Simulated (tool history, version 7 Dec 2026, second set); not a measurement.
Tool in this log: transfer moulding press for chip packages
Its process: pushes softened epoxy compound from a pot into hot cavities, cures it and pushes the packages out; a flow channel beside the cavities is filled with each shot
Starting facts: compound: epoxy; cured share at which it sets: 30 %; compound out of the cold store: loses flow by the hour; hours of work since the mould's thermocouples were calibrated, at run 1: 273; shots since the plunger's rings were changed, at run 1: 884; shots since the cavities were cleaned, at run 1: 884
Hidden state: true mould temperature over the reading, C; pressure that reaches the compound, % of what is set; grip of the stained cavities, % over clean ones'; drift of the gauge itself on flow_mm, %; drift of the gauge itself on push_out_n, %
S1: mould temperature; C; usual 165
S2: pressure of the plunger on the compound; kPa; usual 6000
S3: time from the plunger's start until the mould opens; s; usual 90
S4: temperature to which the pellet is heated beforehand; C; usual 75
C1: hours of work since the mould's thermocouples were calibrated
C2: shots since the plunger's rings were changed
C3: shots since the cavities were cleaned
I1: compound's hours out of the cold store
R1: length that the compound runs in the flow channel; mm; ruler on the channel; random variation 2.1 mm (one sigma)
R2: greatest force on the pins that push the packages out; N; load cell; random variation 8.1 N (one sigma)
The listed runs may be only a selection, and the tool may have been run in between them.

{"run": 1, "day": 0.0, "S1": 165, "S2": 6000, "S3": 90, "S4": 75, "C1": 273, "C2": 884, "C3": 884, "I1": 37.5, "R1": 539, "R2": 358}
{"run": 2, "day": 0.35, "S1": 165, "S2": 6000, "S3": 90, "S4": 74, "C1": 279, "C2": 990, "C3": 990, "I1": 26.8, "R1": 561, "R2": 365}
{"day": 0.483, "done": "cavities cleaned with cleaning compound and waxed"}
{"run": 3, "day": 0.95, "S1": 165, "S2": 7300, "S3": 90, "S4": 75, "C1": 288, "C2": 1154, "C3": 142, "I1": 44.3, "R1": 572, "R2": 354}
{"run": 4, "day": 1.367, "S1": 165, "S2": 7300, "S3": 90, "S4": 75, "C1": 295, "C2": 1281, "C3": 269, "I1": 10.9, "R1": 665, "R2": 354}
{"run": 5, "day": 1.842, "S1": 165, "S2": 7300, "S3": 90, "S4": 75, "C1": 303, "C2": 1426, "C3": 414, "I1": 13.5, "R1": 655, "R2": 367}
{"run": 6, "day": 2.267, "S1": 165, "S2": 7300, "S3": 90, "S4": 75, "C1": 310, "C2": 1555, "C3": 543, "I1": 31, "R1": 609, "R2": 365}
{"run": 7, "day": 2.55, "S1": 165, "S2": 7300, "S3": 90, "S4": 75, "C1": 315, "C2": 1642, "C3": 630, "I1": 22.2, "R1": 634, "R2": 357}
{"run": 8, "day": 2.879, "S1": 165, "S2": 7300, "S3": 90, "S4": 75, "C1": 320, "C2": 1742, "C3": 730, "I1": 34.8, "R1": 594, "R2": 358}
{"run": 9, "day": 3.217, "S1": 165, "S2": 7300, "S3": 90, "S4": 75, "C1": 326, "C2": 1845, "C3": 833, "I1": 42.5, "R1": 581, "R2": 375}
{"run": 10, "day": 3.638, "S1": 165, "S2": 7300, "S3": 90, "S4": 75, "C1": 333, "C2": 1974, "C3": 962, "I1": 23.6, "R1": 628, "R2": 374}
{"day": 3.846, "done": "cavities cleaned with cleaning compound and waxed"}
{"run": 11, "day": 4.058, "S1": 165, "S2": 4900, "S3": 90, "S4": 75, "C1": 339, "C2": 2083, "C3": 65, "I1": 15.6, "R1": 534, "R2": 362}
{"run": 12, "day": 4.354, "S1": 165, "S2": 6800, "S3": 116, "S4": 75, "C1": 344, "C2": 2173, "C3": 155, "I1": 21, "R1": 616, "R2": 329}
{"run": 13, "day": 4.679, "S1": 165, "S2": 6890, "S3": 91, "S4": 69, "C1": 350, "C2": 2272, "C3": 254, "I1": 24.4, "R1": 611, "R2": 364}
{"run": 14, "day": 5.058, "S1": 165, "S2": 6890, "S3": 91, "S4": 69, "C1": 356, "C2": 2387, "C3": 369, "I1": 36.3, "R1": 579, "R2": 375}
{"run": 15, "day": 5.288, "S1": 165, "S2": 7290, "S3": 90, "S4": 75, "C1": 360, "C2": 2458, "C3": 440, "I1": 34.4, "R1": 600, "R2": 361}
{"run": 16, "day": 5.812, "S1": 166, "S2": 4860, "S3": 120, "S4": 73, "C1": 369, "C2": 2618, "C3": 600, "I1": 44.5, "R1": 466, "R2": 323}
{"run": 17, "day": 6.125, "S1": 165, "S2": 7330, "S3": 75, "S4": 75, "C1": 374, "C2": 2713, "C3": 695, "I1": 25.1, "R1": 628, "R2": 441}
{"run": 18, "day": 6.412, "S1": 165, "S2": 6970, "S3": 89, "S4": 67, "C1": 379, "C2": 2800, "C3": 782, "I1": 27.9, "R1": 606, "R2": 364}

Entry by entry between the runs, the difference in hidden state between the last listed run before and the first listed run after:
In the gap between runs 2 and 3: cavities cleaned with cleaning compound and waxed (day 0.483)
  pressure that reaches the compound, % of what is set: 99.97 -> 99.96; grip of the stained cavities, % over clean ones': 0.8 -> 0.2
In the gap between runs 10 and 11: cavities cleaned with cleaning compound and waxed (day 3.846)
  grip of the stained cavities, % over clean ones': 0.8 -> 0.1
